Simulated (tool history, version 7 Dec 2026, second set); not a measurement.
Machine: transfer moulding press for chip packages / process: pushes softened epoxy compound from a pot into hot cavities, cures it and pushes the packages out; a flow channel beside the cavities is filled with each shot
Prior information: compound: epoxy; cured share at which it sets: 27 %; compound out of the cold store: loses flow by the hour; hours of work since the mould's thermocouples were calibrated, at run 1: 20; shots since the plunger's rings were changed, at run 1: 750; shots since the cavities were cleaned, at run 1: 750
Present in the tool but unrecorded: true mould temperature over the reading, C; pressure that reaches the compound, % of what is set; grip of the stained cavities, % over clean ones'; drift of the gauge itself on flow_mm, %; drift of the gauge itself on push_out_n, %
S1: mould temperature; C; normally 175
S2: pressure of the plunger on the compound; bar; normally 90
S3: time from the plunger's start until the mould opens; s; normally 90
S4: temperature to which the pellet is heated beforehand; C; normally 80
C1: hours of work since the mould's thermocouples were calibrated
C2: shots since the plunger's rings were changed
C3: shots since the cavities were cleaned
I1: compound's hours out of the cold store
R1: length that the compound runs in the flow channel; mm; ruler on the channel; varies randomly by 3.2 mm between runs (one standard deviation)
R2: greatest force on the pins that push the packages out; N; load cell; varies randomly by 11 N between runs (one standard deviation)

{"run": 1, "hour": 0.0, "S1": 175, "S2": 90, "S3": 90, "S4": 80, "C1": 20, "C2": 750, "C3": 750, "I1": 15.7, "R1": 940, "R2": 1050}
{"run": 2, "hour": 7.3, "S1": 175, "S2": 90, "S3": 90, "S4": 80, "C1": 23, "C2": 813, "C3": 813, "I1": 9.7, "R1": 970, "R2": 1059}
{"run": 3, "hour": 18.5, "S1": 175, "S2": 90, "S3": 90, "S4": 80, "C1": 28, "C2": 910, "C3": 910, "I1": 29, "R1": 873, "R2": 1029}
{"hour": 28.4, "done": "cavities cleaned with cleaning compound and waxed"}
{"run": 4, "hour": 36.3, "S1": 175, "S2": 90, "S3": 90, "S4": 80, "C1": 36, "C2": 1052, "C3": 69, "I1": 11.1, "R1": 952, "R2": 1324}
{"run": 5, "hour": 43.5, "S1": 175, "S2": 90, "S3": 90, "S4": 80, "C1": 39, "C2": 1114, "C3": 131, "I1": 29.5, "R1": 874, "R2": 1250}
{"run": 6, "hour": 50.2, "S1": 175, "S2": 90, "S3": 90, "S4": 80, "C1": 42, "C2": 1172, "C3": 189, "I1": 40.4, "R1": 828, "R2": 1205}
{"run": 7, "hour": 56.9, "S1": 175, "S2": 90, "S3": 90, "S4": 80, "C1": 45, "C2": 1230, "C3": 247, "I1": 14.9, "R1": 940, "R2": 1218}
{"run": 8, "hour": 67.7, "S1": 175, "S2": 90, "S3": 90, "S4": 80, "C1": 50, "C2": 1323, "C3": 340, "I1": 10.6, "R1": 957, "R2": 1216}
{"hour": 76.2, "done": "cavities cleaned with cleaning compound and waxed, once more"}
{"run": 9, "hour": 82.5, "S1": 175, "S2": 90, "S3": 90, "S4": 80, "C1": 56, "C2": 1438, "C3": 54, "I1": 21.5, "R1": 898, "R2": 614}
{"run": 10, "hour": 93.5, "S1": 175, "S2": 90, "S3": 90, "S4": 80, "C1": 61, "C2": 1533, "C3": 149, "I1": 35.8, "R1": 840, "R2": 688}
{"run": 11, "hour": 102.4, "S1": 175, "S2": 90, "S3": 90, "S4": 80, "C1": 65, "C2": 1611, "C3": 227, "I1": 24.6, "R1": 887, "R2": 754}
{"run": 12, "hour": 118.7, "S1": 175, "S2": 90, "S3": 90, "S4": 80, "C1": 73, "C2": 1751, "C3": 367, "I1": 9.5, "R1": 959, "R2": 894}
{"run": 13, "hour": 133.7, "S1": 175, "S2": 90, "S3": 102, "S4": 80, "C1": 80, "C2": 1881, "C3": 497, "I1": 31.7, "R1": 854, "R2": 822}
{"run": 14, "hour": 148.6, "S1": 175, "S2": 90, "S3": 90, "S4": 80, "C1": 87, "C2": 2011, "C3": 627, "I1": 43.1, "R1": 810, "R2": 950}
{"run": 15, "hour": 162.1, "S1": 178, "S2": 90, "S3": 86, "S4": 80, "C1": 93, "C2": 2127, "C3": 743, "I1": 12.7, "R1": 925, "R2": 980}
{"run": 16, "hour": 177.5, "S1": 168, "S2": 90, "S3": 89, "S4": 87, "C1": 100, "C2": 2260, "C3": 876, "I1": 13.6, "R1": 967, "R2": 1747}
{"run": 17, "hour": 189.2, "S1": 180, "S2": 81.2, "S3": 90, "S4": 80, "C1": 105, "C2": 2362, "C3": 978, "I1": 14.2, "R1": 864, "R2": 938}
{"hour": 191.9, "done": "cavities cleaned with cleaning compound and waxed"}
{"run": 18, "hour": 201.9, "S1": 180, "S2": 81.2, "S3": 90, "S4": 80, "C1": 111, "C2": 2458, "C3": 86, "I1": 42, "R1": 754, "R2": 551}
{"run": 19, "hour": 210.7, "S1": 180, "S2": 81.2, "S3": 90, "S4": 80, "C1": 115, "C2": 2535, "C3": 163, "I1": 24.2, "R1": 827, "R2": 615}
{"run": 20, "hour": 220.9, "S1": 180, "S2": 81.2, "S3": 90, "S4": 80, "C1": 119, "C2": 2623, "C3": 251, "I1": 8.5, "R1": 890, "R2": 689}
{"run": 21, "hour": 230.4, "S1": 168, "S2": 82.5, "S3": 93, "S4": 79, "C1": 124, "C2": 2705, "C3": 333, "I1": 22.8, "R1": 876, "R2": 1177}
{"run": 22, "hour": 238.5, "S1": 175, "S2": 90, "S3": 90, "S4": 86, "C1": 127, "C2": 2775, "C3": 403, "I1": 33.6, "R1": 835, "R2": 848}
{"run": 23, "hour": 253.4, "S1": 175, "S2": 90, "S3": 90, "S4": 86, "C1": 134, "C2": 2905, "C3": 533, "I1": 32.2, "R1": 845, "R2": 914}
{"run": 24, "hour": 264.2, "S1": 175, "S2": 90, "S3": 90, "S4": 86, "C1": 139, "C2": 2998, "C3": 626, "I1": 40.8, "R1": 806, "R2": 910}
{"run": 25, "hour": 271.2, "S1": 178, "S2": 94.2, "S3": 104, "S4": 90, "C1": 142, "C2": 3058, "C3": 686, "I1": 40.6, "R1": 818, "R2": 843}
{"run": 26, "hour": 278.7, "S1": 178, "S2": 94.2, "S3": 104, "S4": 90, "C1": 146, "C2": 3123, "C3": 751, "I1": 42.8, "R1": 810, "R2": 874}
{"run": 27, "hour": 292.0, "S1": 175, "S2": 98.3, "S3": 95, "S4": 80, "C1": 152, "C2": 3238, "C3": 866, "I1": 9.8, "R1": 986, "R2": 1037}
{"run": 28, "hour": 301.1, "S1": 174, "S2": 73.7, "S3": 80, "S4": 77, "C1": 156, "C2": 3317, "C3": 945, "I1": 15.9, "R1": 831, "R2": 1418}

Each row is a separate what-if for the run after 28, all from the same tool condition, not one after another. Results?
{"hour": 307.6, "done": "cavities cleaned with cleaning compound and waxed"}
{"run": "A", "hour": 316.6, "S1": 174, "S2": 74.9, "S3": 116, "S4": 73, "C1": 163, "C2": 3439, "C3": 79, "I1": 23.5, "R1": "?", "R2": "?"}
{"hour": 307.6, "done": "cavities cleaned with cleaning compound and waxed"}
{"run": "B", "hour": 316.6, "S1": 177, "S2": 79.5, "S3": 91, "S4": 77, "C1": 163, "C2": 3439, "C3": 79, "I1": 30.4, "R1": "?", "R2": "?"}
{"hour": 307.6, "done": "cavities cleaned with cleaning compound and waxed"}
{"run": "C", "hour": 316.6, "S1": 174, "S2": 81, "S3": 84, "S4": 78, "C1": 163, "C2": 3439, "C3": 79, "I1": 20.5, "R1": "?", "R2": "?"}

run=A R1=809 R2=521
run=B R1=787 R2=569
run=C R1=849 R2=727
What these runs would have given with no unlogged condition in the tool:
run=A R1=836 R2=432
run=B R1=813 R2=475
run=C R1=877 R2=613
